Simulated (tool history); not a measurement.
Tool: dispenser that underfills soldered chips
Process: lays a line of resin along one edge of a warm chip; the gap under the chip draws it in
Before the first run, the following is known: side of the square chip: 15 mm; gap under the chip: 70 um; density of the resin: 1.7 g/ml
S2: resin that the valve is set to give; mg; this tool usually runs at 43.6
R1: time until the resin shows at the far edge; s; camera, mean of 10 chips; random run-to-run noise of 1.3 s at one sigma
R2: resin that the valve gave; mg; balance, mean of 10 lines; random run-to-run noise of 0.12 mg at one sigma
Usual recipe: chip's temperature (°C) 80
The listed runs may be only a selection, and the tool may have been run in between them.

Run 1, day 0: usual settings. Result: R1 133.2 s, R2 42.15 mg.
Run 2, day 0.138: usual settings. Result: R1 162.2 s, R2 41.91 mg.
Run 3, day 0.288: usual settings but S2 43.4 mg. Result: R1 206.6 s, R2 41.69 mg.
At day 0.512: new syringe of resin.
Run 4, day 0.596: usual settings but S2 43.4 mg. Result: R1 143.5 s, R2 41.67 mg.
Run 5, day 0.762: usual settings but S2 43.4 mg. Result: R1 184.8 s, R2 41.45 mg.
Run 6, day 1: usual settings but S2 43.4 mg. Result: R1 263.6 s, R2 41.67 mg.
At day 1.075: new syringe of resin.
Run 7, day 1.192: usual settings but S2 43.4 mg. Result: R1 149.3 s, R2 41.57 mg.
Run 8, day 1.471: usual settings but S2 43.4 mg. Result: R1 227.3 s, R2 41.41 mg.
At day 1.579: dispensing valve cleaned and set on the balance.
At day 1.675: new syringe of resin.
Run 9, day 1.675: usual settings but S2 50.6 mg. Result: R1 120.2 s, R2 50.71 mg.
Run 10, day 1.862: usual settings but S2 50.6 mg. Result: R1 160.2 s, R2 50.58 mg.
Run 11, day 2.108: usual settings but S2 50.6 mg. Result: R1 237.9 s, R2 50.45 mg.
At day 2.233: new syringe of resin.
Run 12, day 2.317: usual settings. Result: R1 141.3 s, R2 43.48 mg.
Run 13, day 2.504: usual settings. Result: R1 185.7 s, R2 43.5 mg.
Run 14, day 2.646: usual settings. Result: R1 228.8 s, R2 43.19 mg.
At day 2.796: new syringe of resin.
Run 15, day 2.908: usual settings but chip's temperature (°C) 79. Result: R1 152.8 s, R2 43.11 mg.
Run 16, day 3.129: usual settings but S2 44.6 mg. Result: R1 205.2 s, R2 44.09 mg.
At day 3.354: new syringe of resin.
Run 17, day 3.446: usual settings but chip's temperature (°C) 71, S2 44.6 mg. Result: R1 213 s, R2 44.08 mg.
Run 18, day 3.65: usual settings but S2 54.8 mg. Result: R1 189.3 s, R2 53.79 mg.
Run 19, day 3.833: usual settings but S2 54.8 mg. Result: R1 246.7 s, R2 53.79 mg.
At day 3.908: new syringe of resin.
Run 20, day 4.075: usual settings but chip's temperature (°C) 71, S2 40 mg. Result: R1 243.1 s, R2 39.19 mg.
Run 21, day 4.342: usual settings but chip's temperature (°C) 71, S2 40 mg. Result: R1 359.1 s, R2 39.26 mg.
At day 4.479: new syringe of resin.
Run 22, day 4.525: usual settings but chip's temperature (°C) 71, S2 40 mg. Result: R1 198.6 s, R2 39.07 mg.
Run 23, day 4.783: usual settings but chip's temperature (°C) 71, S2 40 mg. Result: R1 296.5 s, R2 38.94 mg.
Run 24, day 4.95: usual settings but chip's temperature (°C) 89. Result: R1 168.3 s, R2 42.6 mg.
At day 5.042: new syringe of resin.
Run 25, day 5.254: usual settings but chip's temperature (°C) 90, S2 52.5 mg. Result: R1 108 s, R2 51.04 mg.
Run 26, day 5.533: usual settings but chip's temperature (°C) 90. Result: R1 165.8 s, R2 42.26 mg.
At day 5.596: new syringe of resin.
Run 27, day 5.85: usual settings but chip's temperature (°C) 90. Result: R1 114.4 s, R2 42 mg.
At day 6.142: new syringe of resin.
Run 28, day 6.183: usual settings but chip's temperature (°C) 91, S2 55.7 mg. Result: R1 78.8 s, R2 53.6 mg.
Run 29, day 6.404: usual settings but chip's temperature (°C) 82, S2 49.6 mg. Result: R1 166 s, R2 47.9 mg.
Run 30, day 6.617: usual settings but chip's temperature (°C) 82, S2 49.6 mg. Result: R1 229.7 s, R2 47.19 mg.
At day 6.696: new syringe of resin.
Run 31, day 6.758: usual settings but chip's temperature (°C) 93, S2 43.7 mg. Result: R1 78.3 s, R2 41.84 mg.
Run 32, day 7.071: usual settings but chip's temperature (°C) 93, S2 43.7 mg. Result: R1 126 s, R2 41.66 mg.
At day 7.246: new syringe of resin.
Run 33, day 7.371: usual settings but chip's temperature (°C) 75, S2 45.7 mg. Result: R1 183.4 s, R2 43.71 mg.
At day 7.608: dispensing valve cleaned and set on the balance.
Run 34, day 7.617: usual settings but chip's temperature (°C) 78, S2 45.8 mg. Result: R1 218.4 s, R2 45.82 mg.
At day 7.846: new syringe of resin.
Run 35, day 7.879: usual settings but chip's temperature (°C) 93, S2 48.7 mg. Result: R1 73.3 s, R2 48.44 mg.
Run 36, day 8.092: usual settings but chip's temperature (°C) 87, S2 48.5 mg. Result: R1 130.1 s, R2 48.25 mg.
Run 37, day 8.35: usual settings but chip's temperature (°C) 91, S2 44.9 mg. Result: R1 163.7 s, R2 44.78 mg.

Each row is a separate what-if for the run after 37, all from the same tool condition, not one after another. Results?
At day 8.412: new syringe of resin.
Run A, day 8.496: usual settings but chip's temperature (°C) 91, S2 55.6 mg. Result: R1 ?, R2 ?.
At day 8.412: new syringe of resin.
Run B, day 8.496: usual settings but chip's temperature (°C) 88, S2 41.8 mg. Result: R1 ?, R2 ?.
At day 8.412: new syringe of resin.
Run C, day 8.496: usual settings but chip's temperature (°C) 70, S2 48.6 mg. Result: R1 ?, R2 ?.

run     R1     R2
  A   83.6  55.25
  B   97.7   41.6
  C  213.7  48.12
What these runs would have given with no unlogged condition in the tool:
run     R1     R2
  A   76.4  55.59
  B   89.3  41.86
  C  196.2  48.41
